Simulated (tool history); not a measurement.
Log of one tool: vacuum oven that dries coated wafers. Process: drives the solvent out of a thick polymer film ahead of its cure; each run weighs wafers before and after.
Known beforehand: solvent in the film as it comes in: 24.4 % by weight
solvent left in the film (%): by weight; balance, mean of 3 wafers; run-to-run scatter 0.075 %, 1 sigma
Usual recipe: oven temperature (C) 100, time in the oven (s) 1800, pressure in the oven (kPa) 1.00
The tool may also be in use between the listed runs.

{"run": 1, "hour": 0.0, "oven temperature (C)": 100, "time in the oven (s)": 1800, "pressure in the oven (kPa)": 1.0, "solvent left in the film (%)": 5.53}
{"run": 2, "hour": 21.9, "oven temperature (C)": 100, "time in the oven (s)": 1800, "pressure in the oven (kPa)": 1.0, "solvent left in the film (%)": 5.43}
{"run": 3, "hour": 50.1, "oven temperature (C)": 100, "time in the oven (s)": 1800, "pressure in the oven (kPa)": 1.0, "solvent left in the film (%)": 5.54}
{"run": 4, "hour": 70.4, "oven temperature (C)": 100, "time in the oven (s)": 1800, "pressure in the oven (kPa)": 1.0, "solvent left in the film (%)": 5.55}
{"run": 5, "hour": 106.1, "oven temperature (C)": 100, "time in the oven (s)": 1800, "pressure in the oven (kPa)": 1.0, "solvent left in the film (%)": 5.53}
{"run": 6, "hour": 125.6, "oven temperature (C)": 100, "time in the oven (s)": 1860, "pressure in the oven (kPa)": 1.0, "solvent left in the film (%)": 5.34}
{"run": 7, "hour": 165.7, "oven temperature (C)": 100, "time in the oven (s)": 1860, "pressure in the oven (kPa)": 1.0, "solvent left in the film (%)": 5.2}
{"run": 8, "hour": 209.4, "oven temperature (C)": 100, "time in the oven (s)": 1800, "pressure in the oven (kPa)": 1.15, "solvent left in the film (%)": 5.4}
{"run": 9, "hour": 253.9, "oven temperature (C)": 100, "time in the oven (s)": 1800, "pressure in the oven (kPa)": 1.15, "solvent left in the film (%)": 5.43}
{"run": 10, "hour": 277.8, "oven temperature (C)": 100, "time in the oven (s)": 1800, "pressure in the oven (kPa)": 1.15, "solvent left in the film (%)": 5.44}
{"run": 11, "hour": 315.5, "oven temperature (C)": 100, "time in the oven (s)": 1800, "pressure in the oven (kPa)": 1.15, "solvent left in the film (%)": 5.43}
{"run": 12, "hour": 344.6, "oven temperature (C)": 100, "time in the oven (s)": 1800, "pressure in the oven (kPa)": 1.15, "solvent left in the film (%)": 5.32}
{"run": 13, "hour": 389.9, "oven temperature (C)": 100, "time in the oven (s)": 1380, "pressure in the oven (kPa)": 1.0, "solvent left in the film (%)": 7.34}
{"hour": 399.3, "done": "vacuum gauge cleaned of residue and calibrated"}
{"run": 14, "hour": 436.5, "oven temperature (C)": 100, "time in the oven (s)": 3120, "pressure in the oven (kPa)": 1.0, "solvent left in the film (%)": 2.07}
{"run": 15, "hour": 475.8, "oven temperature (C)": 100, "time in the oven (s)": 3120, "pressure in the oven (kPa)": 1.0, "solvent left in the film (%)": 2.16}
{"run": 16, "hour": 510.5, "oven temperature (C)": 100, "time in the oven (s)": 1800, "pressure in the oven (kPa)": 1.0, "solvent left in the film (%)": 5.1}
{"run": 17, "hour": 554.9, "oven temperature (C)": 100, "time in the oven (s)": 1800, "pressure in the oven (kPa)": 1.0, "solvent left in the film (%)": 5.14}
{"run": 18, "hour": 594.5, "oven temperature (C)": 100, "time in the oven (s)": 1800, "pressure in the oven (kPa)": 1.0, "solvent left in the film (%)": 5.04}
{"run": 19, "hour": 632.1, "oven temperature (C)": 100, "time in the oven (s)": 1800, "pressure in the oven (kPa)": 1.0, "solvent left in the film (%)": 5.11}
{"run": 20, "hour": 670.6, "oven temperature (C)": 100, "time in the oven (s)": 1800, "pressure in the oven (kPa)": 1.0, "solvent left in the film (%)": 5.06}
{"run": 21, "hour": 695.9, "oven temperature (C)": 100, "time in the oven (s)": 1800, "pressure in the oven (kPa)": 1.0, "solvent left in the film (%)": 5.14}
{"run": 22, "hour": 730.6, "oven temperature (C)": 100, "time in the oven (s)": 1800, "pressure in the oven (kPa)": 1.0, "solvent left in the film (%)": 4.98}
{"run": 23, "hour": 766.8, "oven temperature (C)": 100, "time in the oven (s)": 1800, "pressure in the oven (kPa)": 1.0, "solvent left in the film (%)": 5.14}
{"run": 24, "hour": 790.2, "oven temperature (C)": 100, "time in the oven (s)": 1800, "pressure in the oven (kPa)": 1.0, "solvent left in the film (%)": 5.05}
{"run": 25, "hour": 823.6, "oven temperature (C)": 111, "time in the oven (s)": 1920, "pressure in the oven (kPa)": 3.9, "solvent left in the film (%)": 2.0}
{"run": 26, "hour": 855.3, "oven temperature (C)": 94, "time in the oven (s)": 1980, "pressure in the oven (kPa)": 0.95, "solvent left in the film (%)": 6.73}
{"run": 27, "hour": 885.6, "oven temperature (C)": 94, "time in the oven (s)": 1980, "pressure in the oven (kPa)": 1.55, "solvent left in the film (%)": 6.99}
{"run": 28, "hour": 911.9, "oven temperature (C)": 97, "time in the oven (s)": 1740, "pressure in the oven (kPa)": 1.0, "solvent left in the film (%)": 6.32}
{"run": 29, "hour": 944.5, "oven temperature (C)": 97, "time in the oven (s)": 1080, "pressure in the oven (kPa)": 1.0, "solvent left in the film (%)": 9.94}
{"run": 30, "hour": 976.5, "oven temperature (C)": 101, "time in the oven (s)": 2880, "pressure in the oven (kPa)": 3.52, "solvent left in the film (%)": 2.84}
{"run": 31, "hour": 999.7, "oven temperature (C)": 90, "time in the oven (s)": 1140, "pressure in the oven (kPa)": 1.26, "solvent left in the film (%)": 12.32}
{"run": 32, "hour": 1032.0, "oven temperature (C)": 100, "time in the oven (s)": 1560, "pressure in the oven (kPa)": 1.82, "solvent left in the film (%)": 6.04}
{"run": 33, "hour": 1053.4, "oven temperature (C)": 96, "time in the oven (s)": 3060, "pressure in the oven (kPa)": 0.59, "solvent left in the film (%)": 3.05}
{"run": 34, "hour": 1082.2, "oven temperature (C)": 87, "time in the oven (s)": 1020, "pressure in the oven (kPa)": 2.35, "solvent left in the film (%)": 14.11}
{"run": 35, "hour": 1107.3, "oven temperature (C)": 91, "time in the oven (s)": 1080, "pressure in the oven (kPa)": 1.12, "solvent left in the film (%)": 11.98}
{"run": 36, "hour": 1134.8, "oven temperature (C)": 100, "time in the oven (s)": 1500, "pressure in the oven (kPa)": 1.0, "solvent left in the film (%)": 6.04}
{"run": 37, "hour": 1164.9, "oven temperature (C)": 90, "time in the oven (s)": 1500, "pressure in the oven (kPa)": 1.0, "solvent left in the film (%)": 10.4}
{"hour": 1187.0, "done": "oven's thermocouples calibrated"}
{"run": 38, "hour": 1187.1, "oven temperature (C)": 104, "time in the oven (s)": 1740, "pressure in the oven (kPa)": 0.69, "solvent left in the film (%)": 4.33}
{"run": 39, "hour": 1218.8, "oven temperature (C)": 104, "time in the oven (s)": 1740, "pressure in the oven (kPa)": 0.69, "solvent left in the film (%)": 4.13}
{"run": 40, "hour": 1248.1, "oven temperature (C)": 109, "time in the oven (s)": 2880, "pressure in the oven (kPa)": 2.63, "solvent left in the film (%)": 1.37}
{"run": 41, "hour": 1278.0, "oven temperature (C)": 97, "time in the oven (s)": 960, "pressure in the oven (kPa)": 1.24, "solvent left in the film (%)": 11.15}
{"run": 42, "hour": 1312.9, "oven temperature (C)": 97, "time in the oven (s)": 960, "pressure in the oven (kPa)": 1.24, "solvent left in the film (%)": 11.33}
{"run": 43, "hour": 1337.8, "oven temperature (C)": 97, "time in the oven (s)": 960, "pressure in the oven (kPa)": 1.24, "solvent left in the film (%)": 11.3}
{"run": 44, "hour": 1375.0, "oven temperature (C)": 93, "time in the oven (s)": 1800, "pressure in the oven (kPa)": 1.0, "solvent left in the film (%)": 8.84}
{"run": 45, "hour": 1406.9, "oven temperature (C)": 100, "time in the oven (s)": 1800, "pressure in the oven (kPa)": 1.75, "solvent left in the film (%)": 5.71}
{"run": 46, "hour": 1450.6, "oven temperature (C)": 97, "time in the oven (s)": 1200, "pressure in the oven (kPa)": 0.52, "solvent left in the film (%)": 9.64}
{"run": 47, "hour": 1493.7, "oven temperature (C)": 87, "time in the oven (s)": 960, "pressure in the oven (kPa)": 1.78, "solvent left in the film (%)": 15.01}

Measured result minus the same run's result without the hidden state. Both carry the same run-to-run variation, though not necessarily the same gauge scatter:
Unlogged tool condition in this case: true wafer temperature over the reading, C; true pressure over the reading, kPa; drift of the gauge itself on solvent_pct, %.
run=1 solvent_left_in_the_film_(%)=-0.04
run=2 solvent_left_in_the_film_(%)=-0.06
run=3 solvent_left_in_the_film_(%)=-0.07
run=4 solvent_left_in_the_film_(%)=-0.08
run=5 solvent_left_in_the_film_(%)=-0.10
run=6 solvent_left_in_the_film_(%)=-0.10
run=7 solvent_left_in_the_film_(%)=-0.12
run=8 solvent_left_in_the_film_(%)=-0.15
run=9 solvent_left_in_the_film_(%)=-0.16
run=10 solvent_left_in_the_film_(%)=-0.18
run=11 solvent_left_in_the_film_(%)=-0.21
run=12 solvent_left_in_the_film_(%)=-0.22
run=13 solvent_left_in_the_film_(%)=-0.28
run=14 solvent_left_in_the_film_(%)=-0.26
run=15 solvent_left_in_the_film_(%)=-0.27
run=16 solvent_left_in_the_film_(%)=-0.42
run=17 solvent_left_in_the_film_(%)=-0.45
run=18 solvent_left_in_the_film_(%)=-0.47
run=19 solvent_left_in_the_film_(%)=-0.50
run=20 solvent_left_in_the_film_(%)=-0.52
run=21 solvent_left_in_the_film_(%)=-0.52
run=22 solvent_left_in_the_film_(%)=-0.53
run=23 solvent_left_in_the_film_(%)=-0.57
run=24 solvent_left_in_the_film_(%)=-0.57
run=25 solvent_left_in_the_film_(%)=-0.30
run=26 solvent_left_in_the_film_(%)=-0.65
run=27 solvent_left_in_the_film_(%)=-0.67
run=28 solvent_left_in_the_film_(%)=-0.66
run=29 solvent_left_in_the_film_(%)=-0.67
run=30 solvent_left_in_the_film_(%)=-0.45
run=31 solvent_left_in_the_film_(%)=-0.62
run=32 solvent_left_in_the_film_(%)=-0.72
run=33 solvent_left_in_the_film_(%)=-0.58
run=34 solvent_left_in_the_film_(%)=-0.58
run=35 solvent_left_in_the_film_(%)=-0.66
run=36 solvent_left_in_the_film_(%)=-0.77
run=37 solvent_left_in_the_film_(%)=-0.76
run=38 solvent_left_in_the_film_(%)=+0.09
run=39 solvent_left_in_the_film_(%)=+0.07
run=40 solvent_left_in_the_film_(%)=+0.06
run=41 solvent_left_in_the_film_(%)=+0.04
run=42 solvent_left_in_the_film_(%)=+0.02
run=43 solvent_left_in_the_film_(%)=+0.01
run=44 solvent_left_in_the_film_(%)=+0.01
run=45 solvent_left_in_the_film_(%)=-0.02
run=46 solvent_left_in_the_film_(%)=-0.04
run=47 solvent_left_in_the_film_(%)=-0.04
